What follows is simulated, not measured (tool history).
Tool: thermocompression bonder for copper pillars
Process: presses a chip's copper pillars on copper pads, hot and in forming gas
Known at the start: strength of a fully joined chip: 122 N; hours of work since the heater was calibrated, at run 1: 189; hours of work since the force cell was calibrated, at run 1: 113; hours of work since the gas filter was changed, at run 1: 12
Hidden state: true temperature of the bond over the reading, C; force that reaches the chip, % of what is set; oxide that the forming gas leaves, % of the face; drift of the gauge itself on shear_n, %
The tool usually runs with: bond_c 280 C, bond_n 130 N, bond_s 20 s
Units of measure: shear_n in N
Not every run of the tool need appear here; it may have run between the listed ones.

run	hour	bond_c	bond_n	bond_s	hours of work since the heater was calibrated	hours of work since the force cell was calibrated	hours of work since the gas filter was changed	shear_n
1	0	280	130	20	189	113	12	77.7
2	18.8	286	130	20	200	124	23	83.4
3	39.7	280	130	20	212	136	35	76.1
4	53.5	280	166	20	220	144	43	85.2
5	73	280	130	20	232	156	55	76.5
6	83.6	280	97	20	238	162	61	67.9
7	101.5	258	97	20	249	173	72	48.8
8	110.5	280	130	30	254	178	77	84.8
9	130.2	280	125	20	266	190	89	74.8
10	142	292	125	19	273	197	96	83.8
11	150.8	259	81	42	278	202	101	58.3
# hour 153.4: force cell calibrated
12	167.6	279	89	20	287	8	110	62.8
13	176.9	279	89	20	292	14	115	63.7
14	192.7	279	89	20	302	23	125	62.6
15	212.3	252	109	20	313	35	136	45.5
# hour 223.6: force cell calibrated, once more
16	226.1	307	147	20	321	1	143	97.9
17	240.1	280	170	27	329	10	152	87.5
18	253.3	295	130	36	337	18	160	95.3

4 options for the next run, each taken on its own from the tool as it stands now. Forecast them:
A	262.5	289	130	11	342	23	165	?
B	262.5	295	190	36	342	23	165	?
C	262.5	265	79	23	342	23	165	?
D	262.5	273	149	13	342	23	165	?

run	shear_n
A	68.8
B	104.1
C	49.4
D	60.9
With no hidden state in the tool, these same runs would have given:
run	shear_n
A	75.8
B	111.9
C	55.1
D	67.6

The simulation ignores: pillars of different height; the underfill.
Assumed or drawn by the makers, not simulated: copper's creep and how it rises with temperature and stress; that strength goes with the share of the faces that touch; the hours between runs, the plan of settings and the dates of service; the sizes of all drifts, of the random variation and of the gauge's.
